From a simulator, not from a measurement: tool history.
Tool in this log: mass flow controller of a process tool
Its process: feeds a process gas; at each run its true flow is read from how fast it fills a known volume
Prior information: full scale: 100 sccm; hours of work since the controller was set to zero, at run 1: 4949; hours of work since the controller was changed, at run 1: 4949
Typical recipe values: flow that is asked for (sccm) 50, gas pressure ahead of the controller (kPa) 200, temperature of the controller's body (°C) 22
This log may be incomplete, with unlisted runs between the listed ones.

run,hour,flow that is asked for (sccm),gas pressure ahead of the controller (kPa),temperature of the controller's body (°C),hours of work since the controller was set to zero,hours of work since the controller was changed,true flow (%)
1,0.0,50,200,22,4949,4949,100.04
2,377.0,50,200,22,5109,5109,99.94
3,652.3,50,200,22,5225,5225,100.01
4,860.6,50,200,22,5313,5313,100.09
# hour 887.3: controller's zero set anew
5,1331.1,50,197,22,188,5512,100.00
6,1795.9,50,197,22,385,5709,99.81
7,2275.9,50,200,22,588,5912,100.03
8,2754.0,50,215,24,790,6115,99.80
# hour 2915.1: controller exchanged for a calibrated one
9,2983.4,50,215,39,29,29,98.83
# hour 3007.5: controller's zero set anew, once more
10,3358.0,18,273,27,148,187,98.52
11,3788.1,50,267,26,331,369,99.14
12,3994.5,43,200,31,418,457,99.21
13,4254.5,43,200,31,528,567,99.07

Pick out some run-to-run changes in true flow (%). Of each, how much would a tool without hidden state show as well, from the settings, what came in and chance, and how much is left for the hidden state and any gauge scatter not in both results compared?
Hidden conditions of the tool in this case: flow at rest that the sensor doesn't see, % of full scale; true flow over the shown one, %; drift of the gauge itself on true_pct, %.
Run 8 -> 9: temperature of the controller's body (°C) 24 -> 39, controller exchanged for a calibrated one. true flow (%) -0.97: hidden state -0.63, all else -0.34.

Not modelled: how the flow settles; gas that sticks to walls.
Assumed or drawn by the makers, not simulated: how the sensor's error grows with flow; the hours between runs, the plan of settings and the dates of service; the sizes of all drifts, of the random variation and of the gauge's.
